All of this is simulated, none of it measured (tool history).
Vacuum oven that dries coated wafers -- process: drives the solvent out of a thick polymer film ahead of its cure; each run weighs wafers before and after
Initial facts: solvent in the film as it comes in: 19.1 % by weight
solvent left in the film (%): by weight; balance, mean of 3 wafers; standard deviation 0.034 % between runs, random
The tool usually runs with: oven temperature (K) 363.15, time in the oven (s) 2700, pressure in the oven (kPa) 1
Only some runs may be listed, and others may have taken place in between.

run	day	oven temperature (K)	time in the oven (s)	pressure in the oven (kPa)	solvent left in the film (%)
1	0	363.15	2700	1	0.93
2	0.4	363.15	2700	1	0.97
3	0.883	363.15	2700	1	1.03
4	1.162	363.15	2700	1	0.99
5	1.442	363.15	2700	1	1.01
6	1.75	363.15	2700	1	1.02
7	2.05	363.15	2700	1	0.98
8	2.358	363.15	2700	1	1.01
9	2.688	363.15	2700	1	0.98
10	3.138	363.15	2700	1	0.96
11	3.346	363.15	2700	1	1.01
12	3.733	365.15	2700	1	0.7
13	3.962	365.15	2700	1	0.65
14	4.429	363.15	2700	1	1.02
15	4.829	363.15	2700	1.95	1.28
16	5.238	363.15	2700	1.95	1.29
17	5.517	363.15	2700	2.25	1.44
18	5.783	363.15	2700	2.25	1.36
19	6.242	363.15	2700	1	0.96
20	6.596	363.15	2700	1	0.95
21	6.992	354.15	1740	1	5.83
22	7.238	360.15	2760	1	1.53
23	7.579	360.15	2040	1.36	2.72
24	7.783	360.15	2040	1.36	2.71
25	8.217	361.15	3420	1.04	0.86
26	8.708	361.15	3420	1.04	0.91
27	9.121	361.15	2280	0.73	1.77
28	9.333	361.15	2280	0.73	1.75
29	9.771	357.15	1500	0.95	5.31
30	10	363.15	2220	0.78	1.44
31	10.429	363.15	2700	0.62	0.8
32	10.671	360.15	2700	1	1.54
33	10.958	372.15	1620	1.32	0.77
34	11.362	372.15	1620	1.32	0.66
35	11.692	372.15	1620	1.32	0.71
36	12.054	363.15	2700	1.25	1.01
37	12.438	363.15	2700	1.25	1.08
38	12.942	363.15	2700	1.25	1.07
39	13.412	369.15	2700	1.13	0.41

Pick out some run-to-run changes in solvent left in the film (%). Of each, how much would a tool without hidden state show as well, from the settings, what came in and chance, and how much is left for the hidden state and any gauge scatter not in both results compared?
Hidden state at play: true wafer temperature over the reading, C; true pressure over the reading, kPa; drift of the gauge itself on solvent_pct, %.
Run 20 -> 21: oven temperature (K) 363.15 -> 354.15, time in the oven (s) 2700 -> 1740. solvent left in the film (%) +4.88: hidden state -0.13, all else +5.01.
Run 21 -> 22: oven temperature (K) 354.15 -> 360.15, time in the oven (s) 1740 -> 2760. solvent left in the film (%) -4.3: hidden state +0.1, all else -4.4.
Run 29 -> 30: oven temperature (K) 357.15 -> 363.15, time in the oven (s) 1500 -> 2220, pressure in the oven (kPa) 0.95 -> 0.78. solvent left in the film (%) -3.87: hidden state +0.1, all else -3.97.

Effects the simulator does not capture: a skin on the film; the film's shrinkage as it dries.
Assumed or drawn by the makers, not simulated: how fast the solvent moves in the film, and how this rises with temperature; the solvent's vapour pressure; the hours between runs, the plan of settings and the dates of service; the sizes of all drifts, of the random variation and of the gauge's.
